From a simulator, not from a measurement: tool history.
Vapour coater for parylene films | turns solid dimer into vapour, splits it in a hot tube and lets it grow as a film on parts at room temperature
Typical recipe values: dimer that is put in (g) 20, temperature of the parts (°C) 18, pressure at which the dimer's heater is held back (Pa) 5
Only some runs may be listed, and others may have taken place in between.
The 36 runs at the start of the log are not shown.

run    hour  dimer that is put in (g)  temperature of the parts (°C)  pressure at which the dimer's heater is held back (Pa)  hours of work since the trap's valve was overhauled  hours of work since the table's thermometer was calibrated  thickness of the film (µm)
 37  1857.4                        24                             11                                                       5                                                  130                                                         462                        8.15
 38  1900.4                        24                             11                                                       5                                                  167                                                         498                        8.03
 39  1943.5                        31                             10                                                    6.48                                                  203                                                         535                       10.34
 40  2016.6                        11                             27                                                       5                                                  266                                                         597                        1.98
 41  2077.2                        16                             29                                                    3.04                                                  317                                                         648                        2.91
 42  2135.9                        16                             18                                                       5                                                  367                                                         698                        3.89
 43  2172.3                        20                             26                                                    2.19                                                  398                                                         729                        4.31
 44  2234.6                        30                             10                                                    4.15                                                  451                                                         782                       10.23
 45  2286.5                        15                             18                                                    3.78                                                  495                                                         826                        3.76
     2323.3  -- trap's valve overhauled
 46  2343.5                         8                             19                                                       5                                                   17                                                         871                         2.1
 47  2387.6                        14                             11                                                    7.21                                                   55                                                         909                        4.64

What if the next run were any one of these 3? Each begins from the tool's condition after run 47:
  A  2425.1                        24                             11                                                       5                                                   87                                                         941                           ?
  B  2425.1                        14                             11                                                    3.13                                                   87                                                         941                           ?
  C  2425.1                         9                             18                                                       5                                                   87                                                         941                           ?

run  thickness of the film (µm)
  A                        8.44
  B                        5.43
  C                         2.4
With the hidden condition removed and each run's random variation left untouched, the same runs would have given:
run  thickness of the film (µm)
  A                        8.29
  B                        5.34
  C                        2.36
